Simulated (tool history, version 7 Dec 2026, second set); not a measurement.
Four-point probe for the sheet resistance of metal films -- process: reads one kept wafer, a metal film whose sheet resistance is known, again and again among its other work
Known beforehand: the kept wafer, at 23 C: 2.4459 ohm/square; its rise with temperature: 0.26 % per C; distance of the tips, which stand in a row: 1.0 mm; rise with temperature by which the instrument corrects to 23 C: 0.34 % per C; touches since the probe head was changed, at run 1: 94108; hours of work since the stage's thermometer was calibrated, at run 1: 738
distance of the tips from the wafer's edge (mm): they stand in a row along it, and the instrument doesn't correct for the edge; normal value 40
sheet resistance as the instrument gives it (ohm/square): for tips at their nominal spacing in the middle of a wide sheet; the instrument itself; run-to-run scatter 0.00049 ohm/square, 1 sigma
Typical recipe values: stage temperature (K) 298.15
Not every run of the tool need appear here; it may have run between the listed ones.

run    hour  stage temperature (K)  distance of the tips from the wafer's edge (mm)  touches since the probe head was changed  hours of work since the stage's thermometer was calibrated  sheet resistance as the instrument gives it (ohm/square)
  1       0                 298.15                                               40                                     94108                                                         738                                                   2.44213
  2    63.5                 298.15                                               40                                     95820                                                         769                                                  2.442865
  3   136.7                 298.15                                               40                                     97795                                                         804                                                  2.441941
  4   234.1                 298.15                                               40                                    100422                                                         851                                                  2.441823
  5   322.4                 298.15                                               40                                    102804                                                         893                                                  2.441902
  6   408.3                 298.15                                                7                                    105121                                                         934                                                   2.46826
  7   484.8                 293.15                                               40                                    107183                                                         971                                                  2.451942
  8   540.8                 293.15                                               40                                    108696                                                         998                                                   2.45242
  9   628.4                 293.15                                               37                                    111058                                                        1040                                                  2.452401
 10   675.4                 293.15                                               37                                    112325                                                        1062                                                  2.453639
 11   750.6                 293.15                                               37                                    114353                                                        1099                                                  2.453149
 12   829.8                 293.15                                               37                                    116490                                                        1137                                                  2.453056
 13   877.6                 293.15                                               37                                    117778                                                        1159                                                   2.45248
 14   922.4                 298.15                                               14                                    118987                                                        1181                                                  2.448688
 15   990.7                 298.15                                               53                                    120828                                                        1214                                                  2.441987
 16  1033.8                 298.15                                               53                                    121992                                                        1234                                                  2.442132
 17  1084.6                 298.15                                               53                                    123361                                                        1259                                                  2.442035
 18  1172.6                 298.15                                               53                                    125736                                                        1301                                                  2.441708
 19  1249.9                 295.15                                               40                                    127821                                                        1338                                                  2.448093
 20  1343.5                 298.15                                               40                                    130344                                                        1383                                                  2.442859
 21  1416.5                 298.15                                               40                                    132313                                                        1418                                                   2.44203
 22  1456.9                 298.15                                               40                                    133403                                                        1438                                                  2.441957
 23  1514.5                 298.15                                               40                                    134956                                                        1465                                                  2.441522
 24    1573                 297.15                                                6                                    136535                                                        1493                                                  2.479757
 25  1647.5                 293.15                                               20                                    138544                                                        1529                                                  2.455608
 26  1743.5                 298.15                                               36                                    141134                                                        1575                                                  2.442846
     1770.9  -- new probe head fitted
 27  1791.7                 293.15                                               14                                       563                                                        1598                                                  2.458752
 28  1853.4                 301.15                                               21                                      2225                                                        1627                                                  2.438305
 29  1915.6                 294.15                                               47                                      3902                                                        1657                                                  2.451392
 30  1990.9                 295.15                                               40                                      5934                                                        1693                                                  2.448117
     2015.5  -- stage's thermometer calibrated
 31  2042.3                 295.15                                               40                                      7309                                                          13                                                  2.448918
 32    2088                 299.15                                                9                                      8541                                                          35                                                  2.456863
 33  2163.8                 299.15                                                9                                     10585                                                          71                                                  2.455959
 34  2228.4                 294.15                                               22                                     12326                                                         102                                                   2.45258
 35  2320.4                 298.15                                               21                                     14808                                                         146                                                  2.444199
 36  2417.6                 298.15                                               21                                     17429                                                         193                                                  2.444342
 37    2504                 298.15                                                4                                     19761                                                         234                                                  2.520905
 38  2564.2                 302.15                                                4                                     21385                                                         263                                                  2.512716
 39  2638.4                 295.15                                                6                                     23385                                                         299                                                  2.483421
 40  2696.1                 302.15                                               13                                     24941                                                         327                                                  2.441972
 41  2755.9                 302.15                                                5                                     26555                                                         355                                                  2.484854
 42  2830.7                 298.15                                                3                                     28573                                                         391                                                  2.579467
 43  2906.1                 302.15                                                9                                     30605                                                         427                                                  2.449153

How the hidden state differs across the entries between the runs, from the last listed run before each to the first after it:
In the gap between runs 26 and 27: new probe head fitted (hour 1770.9)
  inner tips' distance over the nominal, %: -0.02 -> -0.002; tips' flats over new ones', %: 2 -> 0
In the gap between runs 30 and 31: stage's thermometer calibrated (hour 2015.5)
  wafer's true temperature over the reading, C: 0.01 -> 0

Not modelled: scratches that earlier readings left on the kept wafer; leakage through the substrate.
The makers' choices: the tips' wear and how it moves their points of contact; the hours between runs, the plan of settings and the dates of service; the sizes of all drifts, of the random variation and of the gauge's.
